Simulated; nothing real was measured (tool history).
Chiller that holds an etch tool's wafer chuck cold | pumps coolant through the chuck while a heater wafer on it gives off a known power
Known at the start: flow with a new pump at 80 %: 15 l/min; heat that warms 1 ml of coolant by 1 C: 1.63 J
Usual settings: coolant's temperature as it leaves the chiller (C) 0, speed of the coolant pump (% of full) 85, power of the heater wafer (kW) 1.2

run	hour	coolant's temperature as it leaves the chiller (C)	speed of the coolant pump (% of full)	power of the heater wafer (kW)	chuck's temperature once it has settled (C)	how much warmer the coolant comes back (C)
1	0	0	85	1.2	10.46	2.8
2	209.8	0	85	1.2	10.45	2.78
3	308.6	0	85	1.2	10.31	2.75
4	455.5	0	73	1.2	11.72	3.25
5	585.7	0	85	1.2	10.43	2.78
6	717.8	0	85	1.2	10.39	2.8
7	874.5	0	96	1.2	9.45	2.49
8	1007.8	0	96	1.2	9.6	2.48
9	1214.8	0	96	1.2	9.37	2.45
10	1396.6	0	85	0.693	6.06	1.6
11	1491.5	0	85	0.693	5.98	1.61
12	1625.8	0	85	0.693	6	1.6
13	1796	0	69	0.693	6.99	1.96
14	1928.2	0	63	1.2	13.1	3.74
15	2098.5	0	63	1.2	13.25	3.71
16	2277.5	2	63	1.2	15.17	3.72
17	2388.5	-6	82	1.2	4.75	2.88
18	2506.6	4	69	0.992	14.16	2.82
19	2689.3	-8	85	1.105	1.54	2.56
20	2871.8	8	89	1.612	21.52	3.55
21	3074.8	-7	67	1.149	4.93	3.35
22	3231.6	-7	67	1.149	5	3.36
23	3414.1	-7	89	0.866	0.33	1.92
24	3541.8	-1	95	1.306	9.53	2.73
25	3666.9	1	70	0.735	8.44	2.06
26	3835.2	1	87	1.579	14.53	3.59

Run 27 comes next. What will it give?
27	4001.1	5	90	1.2	?	?

{"run 27": {"chuck's temperature once it has settled (C)": 14.99, "how much warmer the coolant comes back (C)": 2.63}}
Without the tool's hidden state the same run would have given chuck's temperature once it has settled (C) 14.99, how much warmer the coolant comes back (C) 2.63.

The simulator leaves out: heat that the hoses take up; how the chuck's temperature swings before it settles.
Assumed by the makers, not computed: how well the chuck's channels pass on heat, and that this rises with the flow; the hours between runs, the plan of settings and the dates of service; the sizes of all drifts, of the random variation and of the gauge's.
